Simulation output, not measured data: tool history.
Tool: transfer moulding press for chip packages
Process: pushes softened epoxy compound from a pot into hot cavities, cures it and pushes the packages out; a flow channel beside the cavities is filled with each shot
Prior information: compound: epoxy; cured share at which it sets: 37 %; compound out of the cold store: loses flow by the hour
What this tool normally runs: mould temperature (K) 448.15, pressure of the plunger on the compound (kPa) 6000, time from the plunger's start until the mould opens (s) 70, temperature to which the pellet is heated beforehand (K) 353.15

| run | day | mould temperature (K) | pressure of the plunger on the compound (kPa) | time from the plunger's start until the mould opens (s) | temperature to which the pellet is heated beforehand (K) | incoming compound's hours out of the cold store | length that the compound runs in the flow channel (mm) | greatest force on the pins that push the packages out (N) |
|---|---|---|---|---|---|---|---|---|
| 1 | 0.000 | 448.15 | 6000 | 70 | 353.15 | 16.6 | 905 | 378 |
| 2 | 1.171 | 448.15 | 6000 | 70 | 353.15 | 40.6 | 839 | 517 |
| 3 | 2.392 | 448.15 | 4510 | 70 | 353.15 | 36.7 | 729 | 469 |
| 4 | 3.096 | 448.15 | 6000 | 70 | 344.15 | 33.7 | 853 | 488 |
| 5 | 4.512 | 448.15 | 6000 | 70 | 344.15 | 33.7 | 881 | 493 |
| 6 | 5.671 | 448.15 | 6000 | 70 | 344.15 | 14.8 | 914 | 296 |
| 7 | 6.638 | 448.15 | 6000 | 70 | 344.15 | 39.9 | 859 | 352 |
| 8 | 7.392 | 448.15 | 6000 | 70 | 344.15 | 43.1 | 846 | 373 |
| 9 | 8.775 | 453.15 | 6000 | 70 | 353.15 | 31.2 | 858 | 209 |
| 10 | 9.975 | 449.15 | 6000 | 70 | 353.15 | 14.1 | 905 | 290 |
| 11 | 11.150 | 449.15 | 6000 | 70 | 353.15 | 23.3 | 873 | 354 |
| 12 | 11.950 | 442.15 | 6000 | 70 | 353.15 | 24.9 | 893 | 608 |
| 13 | 13.192 | 448.15 | 6000 | 70 | 353.15 | 26.9 | 873 | 288 |
| 14 | 14.046 | 448.15 | 6000 | 70 | 347.15 | 8.7 | 907 | 362 |
| 15 | 15.342 | 453.15 | 6000 | 70 | 353.15 | 30.7 | 869 | 292 |
| 16 | 16.183 | 453.15 | 6000 | 70 | 353.15 | 19.1 | 890 | 185 |
| 17 | 16.838 | 453.15 | 6000 | 70 | 353.15 | 28.9 | 868 | 230 |
| 18 | 17.600 | 447.15 | 6760 | 70 | 355.15 | 19.9 | 964 | 383 |
| 19 | 18.538 | 449.15 | 6740 | 95 | 361.15 | 38.9 | 900 | 280 |
| 20 | 19.238 | 443.15 | 6000 | 74 | 353.15 | 33.9 | 877 | 477 |
| 21 | 20.258 | 448.15 | 5120 | 70 | 353.15 | 25.1 | 816 | 288 |
| 22 | 21.242 | 448.15 | 5120 | 70 | 353.15 | 31.9 | 793 | 334 |
| 23 | 22.017 | 447.15 | 5800 | 60 | 346.15 | 29.7 | 845 | 612 |
| 24 | 22.808 | 443.15 | 5030 | 103 | 346.15 | 37.1 | 782 | 314 |
| 25 | 23.821 | 450.15 | 5030 | 106 | 346.15 | 12.2 | 824 | 220 |
| 26 | 24.792 | 450.15 | 5030 | 106 | 346.15 | 36.1 | 756 | 259 |
| 27 | 25.608 | 448.15 | 4660 | 104 | 346.15 | 44.6 | 745 | 284 |

Withheld: 12 entries from between the runs. Position of each, and hidden state at the listed run before versus the listed run after:
Logged between run 1 and run 2: cavities cleaned with cleaning compound and waxed (day 1.154)
  true mould temperature over the reading, C: -0.6 -> -0.64; pressure that reaches the compound, % of what is set: 95.72 -> 94.91; grip of the stained cavities, % over clean ones': 74.6 -> 141.7
  the result without the hidden state subtracted from the measured one, length that the compound runs in the flow channel (mm): -18 -> -20; greatest force on the pins that push the packages out (N): +169 -> +306
Logged between run 4 and run 5: plunger's sealing rings changed (day 4.512)
  true mould temperature over the reading, C: -0.7 -> -0.74; pressure that reaches the compound, % of what is set: 93.52 -> 99.72; grip of the stained cavities, % over clean ones': 126.9 -> 122.5
  the result without the hidden state subtracted from the measured one, length that the compound runs in the flow channel (mm): -27 -> +1; greatest force on the pins that push the packages out (N): +284 -> +279
Logged between run 5 and run 6: cavities cleaned with cleaning compound and waxed (day 4.754); mould's thermocouples calibrated (day 5.317)
  true mould temperature over the reading, C: -0.74 -> -0.3; pressure that reaches the compound, % of what is set: 99.72 -> 98.91; grip of the stained cavities, % over clean ones': 122.5 -> 40.3
  the result without the hidden state subtracted from the measured one, length that the compound runs in the flow channel (mm): +1 -> -4; greatest force on the pins that push the packages out (N): +279 -> +90
Logged between run 8 and run 9: cavities cleaned with cleaning compound and waxed (day 8.271)
  true mould temperature over the reading, C: -0.35 -> -0.39; pressure that reaches the compound, % of what is set: 97.71 -> 96.68; grip of the stained cavities, % over clean ones': 82.8 -> 23.1
  the result without the hidden state subtracted from the measured one, length that the compound runs in the flow channel (mm): -9 -> -14; greatest force on the pins that push the packages out (N): +175 -> +42
Logged between run 9 and run 10: cavities cleaned with cleaning compound and waxed, once more (day 9.033)
  true mould temperature over the reading, C: -0.39 -> -0.43; pressure that reaches the compound, % of what is set: 96.68 -> 95.81; grip of the stained cavities, % over clean ones': 23.1 -> 44.1
  the result without the hidden state subtracted from the measured one, length that the compound runs in the flow channel (mm): -14 -> -18; greatest force on the pins that push the packages out (N): +42 -> +93
Logged between run 12 and run 13: cavities cleaned with cleaning compound and waxed (day 12.492)
  true mould temperature over the reading, C: -0.49 -> -0.52; pressure that reaches the compound, % of what is set: 94.35 -> 93.46; grip of the stained cavities, % over clean ones': 87.2 -> 31.5
  the result without the hidden state subtracted from the measured one, length that the compound runs in the flow channel (mm): -25 -> -28; greatest force on the pins that push the packages out (N): +295 -> +74
Logged between run 14 and run 15: plunger's sealing rings changed (day 15.054)
  true mould temperature over the reading, C: -0.55 -> -0.59; pressure that reaches the compound, % of what is set: 92.9 -> 99.27; grip of the stained cavities, % over clean ones': 59 -> 84.6
  the result without the hidden state subtracted from the measured one, length that the compound runs in the flow channel (mm): -32 -> -1; greatest force on the pins that push the packages out (N): +140 -> +138
Logged between run 15 and run 16: cavities cleaned with cleaning compound and waxed (day 16.054)
  true mould temperature over the reading, C: -0.59 -> -0.61; pressure that reaches the compound, % of what is set: 99.27 -> 98.69; grip of the stained cavities, % over clean ones': 84.6 -> 7.9
  the result without the hidden state subtracted from the measured one, length that the compound runs in the flow channel (mm): -1 -> -4; greatest force on the pins that push the packages out (N): +138 -> +17
Logged between run 20 and run 21: cavities cleaned with cleaning compound and waxed (day 19.508)
  true mould temperature over the reading, C: -0.71 -> -0.74; pressure that reaches the compound, % of what is set: 96.36 -> 95.59; grip of the stained cavities, % over clean ones': 90.9 -> 34.4
  the result without the hidden state subtracted from the measured one, length that the compound runs in the flow channel (mm): -14 -> -16; greatest force on the pins that push the packages out (N): +239 -> +83
Logged between run 24 and run 25: cavities cleaned with cleaning compound and waxed (day 22.946)
  true mould temperature over the reading, C: -0.82 -> -0.85; pressure that reaches the compound, % of what is set: 93.66 -> 92.98; grip of the stained cavities, % over clean ones': 91.7 -> 40.6
  the result without the hidden state subtracted from the measured one, length that the compound runs in the flow channel (mm): -23 -> -28; greatest force on the pins that push the packages out (N): +151 -> +65
Logged between run 26 and run 27: plunger's sealing rings changed (day 25.412)
  true mould temperature over the reading, C: -0.88 -> -0.9; pressure that reaches the compound, % of what is set: 92.28 -> 99.33; grip of the stained cavities, % over clean ones': 68.9 -> 82.8
  the result without the hidden state subtracted from the measured one, length that the compound runs in the flow channel (mm): -29 -> +0; greatest force on the pins that push the packages out (N): +105 -> +128
